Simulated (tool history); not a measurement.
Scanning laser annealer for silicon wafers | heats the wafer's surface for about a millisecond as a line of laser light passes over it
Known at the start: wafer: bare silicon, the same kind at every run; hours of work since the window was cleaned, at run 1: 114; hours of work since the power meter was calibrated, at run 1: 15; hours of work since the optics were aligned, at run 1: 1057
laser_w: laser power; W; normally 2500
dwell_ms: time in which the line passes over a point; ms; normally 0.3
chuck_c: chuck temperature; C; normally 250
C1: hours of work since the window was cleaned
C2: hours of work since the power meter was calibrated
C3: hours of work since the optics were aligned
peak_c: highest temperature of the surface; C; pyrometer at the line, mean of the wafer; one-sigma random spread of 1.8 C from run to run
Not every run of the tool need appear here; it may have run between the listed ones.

{"run": 1, "hour": 0.0, "laser_w": 2500, "dwell_ms": 0.3, "chuck_c": 250, "C1": 114, "C2": 15, "C3": 1057, "peak_c": 1070}
{"run": 2, "hour": 10.7, "laser_w": 2500, "dwell_ms": 0.3, "chuck_c": 250, "C1": 121, "C2": 22, "C3": 1064, "peak_c": 1069}
{"run": 3, "hour": 22.0, "laser_w": 2500, "dwell_ms": 0.3, "chuck_c": 238, "C1": 129, "C2": 30, "C3": 1072, "peak_c": 1062}
{"run": 4, "hour": 35.0, "laser_w": 2500, "dwell_ms": 0.232, "chuck_c": 250, "C1": 138, "C2": 39, "C3": 1081, "peak_c": 958}
{"run": 5, "hour": 40.5, "laser_w": 2500, "dwell_ms": 0.232, "chuck_c": 250, "C1": 142, "C2": 43, "C3": 1085, "peak_c": 957}
{"run": 6, "hour": 46.9, "laser_w": 2500, "dwell_ms": 0.232, "chuck_c": 250, "C1": 146, "C2": 47, "C3": 1089, "peak_c": 960}
{"run": 7, "hour": 55.2, "laser_w": 2500, "dwell_ms": 0.232, "chuck_c": 250, "C1": 152, "C2": 53, "C3": 1095, "peak_c": 958}
{"run": 8, "hour": 66.8, "laser_w": 2500, "dwell_ms": 0.232, "chuck_c": 250, "C1": 160, "C2": 61, "C3": 1103, "peak_c": 957}
{"run": 9, "hour": 75.0, "laser_w": 2500, "dwell_ms": 0.3, "chuck_c": 250, "C1": 165, "C2": 66, "C3": 1108, "peak_c": 1071}
{"run": 10, "hour": 88.1, "laser_w": 2500, "dwell_ms": 0.3, "chuck_c": 234, "C1": 174, "C2": 75, "C3": 1117, "peak_c": 1052}
{"run": 11, "hour": 98.7, "laser_w": 2500, "dwell_ms": 0.3, "chuck_c": 234, "C1": 182, "C2": 83, "C3": 1124, "peak_c": 1052}
{"run": 12, "hour": 107.6, "laser_w": 2500, "dwell_ms": 0.3, "chuck_c": 234, "C1": 188, "C2": 89, "C3": 1131, "peak_c": 1049}
{"run": 13, "hour": 118.0, "laser_w": 2500, "dwell_ms": 0.3, "chuck_c": 234, "C1": 195, "C2": 96, "C3": 1138, "peak_c": 1051}
{"run": 14, "hour": 125.6, "laser_w": 2500, "dwell_ms": 0.3, "chuck_c": 234, "C1": 200, "C2": 101, "C3": 1143, "peak_c": 1056}
{"hour": 128.2, "done": "window over the wafer cleaned"}
{"run": 15, "hour": 137.9, "laser_w": 2500, "dwell_ms": 0.3, "chuck_c": 234, "C1": 7, "C2": 108, "C3": 1150, "peak_c": 1047}
{"run": 16, "hour": 147.7, "laser_w": 2500, "dwell_ms": 0.3, "chuck_c": 241, "C1": 13, "C2": 115, "C3": 1157, "peak_c": 1053}
{"run": 17, "hour": 153.9, "laser_w": 2500, "dwell_ms": 0.3, "chuck_c": 241, "C1": 18, "C2": 119, "C3": 1161, "peak_c": 1055}
{"run": 18, "hour": 164.3, "laser_w": 2500, "dwell_ms": 0.3, "chuck_c": 252, "C1": 25, "C2": 126, "C3": 1168, "peak_c": 1065}
{"run": 19, "hour": 176.9, "laser_w": 2500, "dwell_ms": 0.3, "chuck_c": 252, "C1": 33, "C2": 135, "C3": 1177, "peak_c": 1060}
{"run": 20, "hour": 183.0, "laser_w": 2500, "dwell_ms": 0.3, "chuck_c": 252, "C1": 38, "C2": 139, "C3": 1181, "peak_c": 1064}
{"hour": 187.6, "done": "window over the wafer cleaned, once more"}
{"run": 21, "hour": 195.7, "laser_w": 2223, "dwell_ms": 0.299, "chuck_c": 250, "C1": 6, "C2": 146, "C3": 1188, "peak_c": 987}
{"run": 22, "hour": 208.5, "laser_w": 2544, "dwell_ms": 0.288, "chuck_c": 248, "C1": 14, "C2": 155, "C3": 1197, "peak_c": 1068}
{"run": 23, "hour": 218.8, "laser_w": 2668, "dwell_ms": 0.3, "chuck_c": 267, "C1": 21, "C2": 162, "C3": 1204, "peak_c": 1141}
{"run": 24, "hour": 226.6, "laser_w": 2500, "dwell_ms": 0.375, "chuck_c": 276, "C1": 27, "C2": 167, "C3": 1209, "peak_c": 1213}
{"run": 25, "hour": 234.6, "laser_w": 2500, "dwell_ms": 0.375, "chuck_c": 276, "C1": 32, "C2": 173, "C3": 1215, "peak_c": 1208}
{"run": 26, "hour": 240.1, "laser_w": 2652, "dwell_ms": 0.356, "chuck_c": 218, "C1": 36, "C2": 177, "C3": 1219, "peak_c": 1175}
{"run": 27, "hour": 252.0, "laser_w": 2652, "dwell_ms": 0.356, "chuck_c": 218, "C1": 44, "C2": 185, "C3": 1227, "peak_c": 1174}
{"run": 28, "hour": 263.3, "laser_w": 2579, "dwell_ms": 0.244, "chuck_c": 267, "C1": 52, "C2": 192, "C3": 1234, "peak_c": 1019}
{"run": 29, "hour": 274.5, "laser_w": 2491, "dwell_ms": 0.244, "chuck_c": 242, "C1": 59, "C2": 200, "C3": 1242, "peak_c": 969}
{"run": 30, "hour": 286.8, "laser_w": 2407, "dwell_ms": 0.3, "chuck_c": 250, "C1": 68, "C2": 209, "C3": 1251, "peak_c": 1042}
{"run": 31, "hour": 298.2, "laser_w": 2342, "dwell_ms": 0.281, "chuck_c": 258, "C1": 76, "C2": 216, "C3": 1258, "peak_c": 1004}
{"run": 32, "hour": 306.7, "laser_w": 2560, "dwell_ms": 0.376, "chuck_c": 253, "C1": 82, "C2": 222, "C3": 1264, "peak_c": 1208}
{"run": 33, "hour": 318.3, "laser_w": 2560, "dwell_ms": 0.283, "chuck_c": 241, "C1": 89, "C2": 230, "C3": 1272, "peak_c": 1049}
{"run": 34, "hour": 329.4, "laser_w": 2526, "dwell_ms": 0.3, "chuck_c": 263, "C1": 97, "C2": 238, "C3": 1280, "peak_c": 1090}
{"run": 35, "hour": 334.9, "laser_w": 2499, "dwell_ms": 0.328, "chuck_c": 219, "C1": 101, "C2": 241, "C3": 1283, "peak_c": 1081}
{"run": 36, "hour": 344.8, "laser_w": 2321, "dwell_ms": 0.328, "chuck_c": 280, "C1": 108, "C2": 248, "C3": 1290, "peak_c": 1083}
{"run": 37, "hour": 357.3, "laser_w": 2130, "dwell_ms": 0.341, "chuck_c": 280, "C1": 116, "C2": 257, "C3": 1299, "peak_c": 1036}
{"run": 38, "hour": 368.2, "laser_w": 2717, "dwell_ms": 0.23, "chuck_c": 252, "C1": 124, "C2": 264, "C3": 1306, "peak_c": 1015}
{"run": 39, "hour": 381.5, "laser_w": 2500, "dwell_ms": 0.243, "chuck_c": 212, "C1": 133, "C2": 273, "C3": 1315, "peak_c": 940}
{"run": 40, "hour": 391.3, "laser_w": 2500, "dwell_ms": 0.334, "chuck_c": 232, "C1": 139, "C2": 280, "C3": 1322, "peak_c": 1100}

Here are 3 independent what-if runs from the current tool condition. What would each one return?
{"run": "A", "hour": 403.8, "laser_w": 2536, "dwell_ms": 0.316, "chuck_c": 285, "C1": 148, "C2": 289, "C3": 1331, "peak_c": "?"}
{"run": "B", "hour": 403.8, "laser_w": 2500, "dwell_ms": 0.346, "chuck_c": 232, "C1": 148, "C2": 289, "C3": 1331, "peak_c": "?"}
{"run": "C", "hour": 403.8, "laser_w": 2568, "dwell_ms": 0.346, "chuck_c": 232, "C1": 148, "C2": 289, "C3": 1331, "peak_c": "?"}

run=A peak_c=1138
run=B peak_c=1121
run=C peak_c=1141
What these runs would have given with no unlogged condition in the tool:
run=A peak_c=1150
run=B peak_c=1133
run=C peak_c=1154

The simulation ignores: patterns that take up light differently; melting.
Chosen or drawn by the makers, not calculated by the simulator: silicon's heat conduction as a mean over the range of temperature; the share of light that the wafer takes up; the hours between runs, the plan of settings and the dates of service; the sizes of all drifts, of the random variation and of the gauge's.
